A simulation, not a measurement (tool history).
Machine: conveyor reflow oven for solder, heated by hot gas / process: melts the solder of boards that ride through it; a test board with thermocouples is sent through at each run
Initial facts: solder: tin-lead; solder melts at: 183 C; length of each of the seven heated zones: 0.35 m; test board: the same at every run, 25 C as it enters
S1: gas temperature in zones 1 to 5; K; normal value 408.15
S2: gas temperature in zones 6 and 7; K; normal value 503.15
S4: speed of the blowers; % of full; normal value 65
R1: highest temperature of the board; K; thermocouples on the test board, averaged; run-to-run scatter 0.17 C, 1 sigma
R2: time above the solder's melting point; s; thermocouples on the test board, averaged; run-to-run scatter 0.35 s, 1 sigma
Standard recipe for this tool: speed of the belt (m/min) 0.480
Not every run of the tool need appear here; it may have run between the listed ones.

run 1 hour=0.0 | S1=408.15 S2=503.15 speed_of_the_belt_(m/min)=0.480 S4=65 | R1=484.45 R2=57.5
run 2 hour=14.3 | S1=408.15 S2=503.15 speed_of_the_belt_(m/min)=0.480 S4=65 | R1=484.55 R2=57.6
run 3 hour=29.3 | S1=408.15 S2=503.15 speed_of_the_belt_(m/min)=0.480 S4=65 | R1=484.45 R2=56.9
run 4 hour=42.4 | S1=408.15 S2=503.15 speed_of_the_belt_(m/min)=0.480 S4=65 | R1=484.25 R2=56.7
run 5 hour=61.8 | S1=397.15 S2=503.15 speed_of_the_belt_(m/min)=0.480 S4=65 | R1=481.85 R2=50.5
run 6 hour=82.6 | S1=397.15 S2=503.15 speed_of_the_belt_(m/min)=0.480 S4=65 | R1=481.85 R2=49.9
run 7 hour=106.4 | S1=397.15 S2=503.15 speed_of_the_belt_(m/min)=0.480 S4=65 | R1=481.25 R2=49.9
run 8 hour=125.6 | S1=397.15 S2=503.15 speed_of_the_belt_(m/min)=0.480 S4=65 | R1=481.45 R2=50.4
run 9 hour=151.8 | S1=401.15 S2=503.15 speed_of_the_belt_(m/min)=0.480 S4=65 | R1=480.75 R2=50.5
run 10 hour=175.3 | S1=408.15 S2=503.15 speed_of_the_belt_(m/min)=0.381 S4=65 | R1=490.85 R2=81.9
run 11 hour=192.0 | S1=408.15 S2=503.15 speed_of_the_belt_(m/min)=0.480 S4=65 | R1=482.65 R2=55.0
run 12 hour=211.4 | S1=408.15 S2=503.15 speed_of_the_belt_(m/min)=0.480 S4=65 | R1=485.35 R2=59.0
run 13 hour=228.1 | S1=408.15 S2=503.15 speed_of_the_belt_(m/min)=0.480 S4=65 | R1=485.35 R2=58.9
run 14 hour=246.8 | S1=408.15 S2=503.15 speed_of_the_belt_(m/min)=0.480 S4=65 | R1=484.95 R2=58.3
run 15 hour=264.2 | S1=408.15 S2=503.15 speed_of_the_belt_(m/min)=0.480 S4=65 | R1=485.25 R2=59.1
run 16 hour=284.1 | S1=395.15 S2=508.15 speed_of_the_belt_(m/min)=0.417 S4=79 | R1=494.45 R2=74.0
run 17 hour=307.1 | S1=395.15 S2=508.15 speed_of_the_belt_(m/min)=0.417 S4=79 | R1=494.65 R2=74.4
run 18 hour=323.0 | S1=394.15 S2=504.15 speed_of_the_belt_(m/min)=0.478 S4=57 | R1=480.95 R2=49.0
run 19 hour=340.9 | S1=408.15 S2=492.15 speed_of_the_belt_(m/min)=0.480 S4=65 | R1=475.75 R2=47.1
run 20 hour=366.2 | S1=408.15 S2=507.15 speed_of_the_belt_(m/min)=0.480 S4=65 | R1=485.75 R2=58.7
run 21 hour=389.7 | S1=408.15 S2=507.15 speed_of_the_belt_(m/min)=0.480 S4=65 | R1=485.15 R2=58.7
run 22 hour=408.6 | S1=408.15 S2=503.15 speed_of_the_belt_(m/min)=0.480 S4=65 | R1=482.05 R2=54.2
run 23 hour=425.6 | S1=408.15 S2=502.15 speed_of_the_belt_(m/min)=0.512 S4=56 | R1=476.85 R2=44.5
run 24 hour=446.7 | S1=408.15 S2=502.15 speed_of_the_belt_(m/min)=0.512 S4=56 | R1=476.55 R2=43.4
run 25 hour=468.0 | S1=408.15 S2=502.15 speed_of_the_belt_(m/min)=0.512 S4=56 | R1=476.65 R2=44.0
run 26 hour=488.9 | S1=400.15 S2=495.15 speed_of_the_belt_(m/min)=0.480 S4=65 | R1=473.25 R2=40.3
run 27 hour=501.4 | S1=400.15 S2=495.15 speed_of_the_belt_(m/min)=0.480 S4=65 | R1=473.25 R2=39.6

Withheld: 3 entries from between the runs. Position of each, and hidden state at the listed run before versus the listed run after:
Runs 8 to 9: flux residue cleaned out of gas plates and filters (hour 132.9)
  heat that the gas passes to the board, % of a clean oven's: 94.6 -> 90.8; belt's true speed, % of the reading: 99.71 -> 99.66; true gas temperature in zones 6 and 7 over the reading, C: 2.45 -> 2.5
  the result without the hidden state subtracted from the measured one, R1: +0.50 -> -0.60 K; R2: +0.4 -> -1.2 s
Runs 11 to 12: flux residue cleaned out of gas plates and filters, once more (hour 206.1)
  heat that the gas passes to the board, % of a clean oven's: 89.8 -> 99.5; belt's true speed, % of the reading: 99.55 -> 99.51; true gas temperature in zones 6 and 7 over the reading, C: 2.6 -> 2.63
  the result without the hidden state subtracted from the measured one, R1: -0.60 -> +2.30 K; R2: -1.2 -> +2.7 s
Runs 19 to 20: thermocouples of zones 6 and 7 changed (hour 351.0)
  heat that the gas passes to the board, % of a clean oven's: 96 -> 95.4; belt's true speed, % of the reading: 99.21 -> 99.16; true gas temperature in zones 6 and 7 over the reading, C: 2.94 -> 0.01
  the result without the hidden state subtracted from the measured one, R1: +1.70 -> -0.90 K; R2: +2.5 -> -0.7 s
